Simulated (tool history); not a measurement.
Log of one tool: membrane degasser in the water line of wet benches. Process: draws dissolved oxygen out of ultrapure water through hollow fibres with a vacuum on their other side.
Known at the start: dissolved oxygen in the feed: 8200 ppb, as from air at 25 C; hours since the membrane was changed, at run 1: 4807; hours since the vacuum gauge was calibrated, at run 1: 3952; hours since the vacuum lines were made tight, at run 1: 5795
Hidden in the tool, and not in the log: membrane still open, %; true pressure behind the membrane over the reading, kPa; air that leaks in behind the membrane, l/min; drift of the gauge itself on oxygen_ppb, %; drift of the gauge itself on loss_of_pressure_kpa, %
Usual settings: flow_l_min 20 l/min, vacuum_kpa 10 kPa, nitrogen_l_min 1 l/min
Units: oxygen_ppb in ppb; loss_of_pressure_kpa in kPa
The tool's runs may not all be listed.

| run | hour | flow_l_min | vacuum_kpa | nitrogen_l_min | hours since the membrane was changed | hours since the vacuum gauge was calibrated | hours since the vacuum lines were made tight | oxygen_ppb | loss_of_pressure_kpa |
|---|---|---|---|---|---|---|---|---|---|
| 1 | 0 | 20 | 10 | 1 | 4807 | 3952 | 5795 | 296.2 | 49.85 |
| 2 | 114.8 | 20 | 10 | 1 | 4922 | 4067 | 5910 | 296.5 | 49.91 |
| 3 | 286.4 | 20 | 10 | 1 | 5094 | 4238 | 6081 | 297.5 | 49.96 |
| 4 | 448.4 | 20 | 10 | 1 | 5256 | 4400 | 6243 | 295.5 | 50.05 |
| 5 | 591.4 | 20 | 6.3 | 1 | 5399 | 4543 | 6386 | 139.2 | 49.71 |
| 6 | 675.9 | 20 | 10 | 1 | 5483 | 4628 | 6471 | 296.7 | 50.3 |
| 7 | 760 | 20 | 10 | 1 | 5567 | 4712 | 6555 | 296.8 | 49.78 |
| 8 | 875 | 14 | 10 | 1 | 5682 | 4827 | 6670 | 215.8 | 35.02 |
| 9 | 1027.1 | 14 | 10 | 1 | 5834 | 4979 | 6822 | 215.6 | 34.79 |
| 10 | 1154.7 | 14 | 10 | 1 | 5962 | 5106 | 6949 | 214.7 | 34.9 |
| 11 | 1274.2 | 14 | 10 | 1 | 6081 | 5226 | 7069 | 214.9 | 35.23 |
|  | 1288.9 | vacuum gauge calibrated |
| 12 | 1402 | 14 | 10 | 1 | 6209 | 113 | 7196 | 215.9 | 35.7 |
| 13 | 1515.7 | 20 | 10 | 1 | 6322 | 227 | 7310 | 296 | 50.4 |
| 14 | 1638.4 | 20 | 10 | 1 | 6445 | 349 | 7433 | 295.6 | 50.14 |
| 15 | 1728.8 | 20 | 10 | 1 | 6535 | 440 | 7523 | 296.1 | 50.25 |
| 16 | 1843.5 | 20 | 10 | 1 | 6650 | 555 | 7638 | 295.5 | 50.49 |
| 17 | 2007.7 | 20 | 10 | 1 | 6814 | 719 | 7802 | 296.9 | 50.28 |
| 18 | 2171.8 | 20 | 10 | 1 | 6978 | 883 | 7966 | 297.6 | 50.36 |
| 19 | 2266.2 | 14 | 10 | 1.44 | 7073 | 977 | 8061 | 154.4 | 35.52 |
| 20 | 2409.2 | 19 | 12.6 | 1.21 | 7216 | 1120 | 8203 | 328 | 47.74 |
| 21 | 2574.9 | 19 | 12.6 | 1.21 | 7382 | 1286 | 8369 | 328 | 47.96 |
| 22 | 2704.1 | 19 | 12.6 | 1.21 | 7511 | 1415 | 8498 | 328.2 | 47.9 |
| 23 | 2780.7 | 25 | 10 | 1.25 | 7587 | 1492 | 8575 | 303.3 | 63.53 |
| 24 | 2879.9 | 18 | 19.2 | 1 | 7687 | 1591 | 8674 | 609.6 | 45.92 |
| 25 | 3053.9 | 28 | 24.9 | 1 | 7861 | 1765 | 8848 | 1155.6 | 70.88 |
| 26 | 3204 | 13 | 24.9 | 1.95 | 8011 | 1915 | 8998 | 335.3 | 33.24 |
| 27 | 3344.4 | 13 | 24.9 | 1.95 | 8151 | 2056 | 9139 | 336.6 | 33.05 |
| 28 | 3443.7 | 26 | 12.6 | 1.57 | 8250 | 2155 | 9238 | 352.4 | 65.97 |
| 29 | 3616.9 | 26 | 12.6 | 1.57 | 8424 | 2328 | 9411 | 351.7 | 66.55 |
| 30 | 3760.2 | 26 | 9.3 | 0.56 | 8567 | 2471 | 9555 | 532.1 | 66.26 |
| 31 | 3855.1 | 26 | 9.3 | 0.56 | 8662 | 2566 | 9649 | 534.3 | 65.72 |

How the hidden state differs across the entries between the runs, from the last listed run before each to the first after it:
Between runs 11 and 12: vacuum gauge calibrated (hour 1288.9)
  air that leaks in behind the membrane, l/min: 0.0024 -> 0.0025; drift of the gauge itself on loss_of_pressure_kpa, %: 0.72 -> 0.8
  measured less the result without the state, loss_of_pressure_kpa: +0.28 -> +0.31 kPa

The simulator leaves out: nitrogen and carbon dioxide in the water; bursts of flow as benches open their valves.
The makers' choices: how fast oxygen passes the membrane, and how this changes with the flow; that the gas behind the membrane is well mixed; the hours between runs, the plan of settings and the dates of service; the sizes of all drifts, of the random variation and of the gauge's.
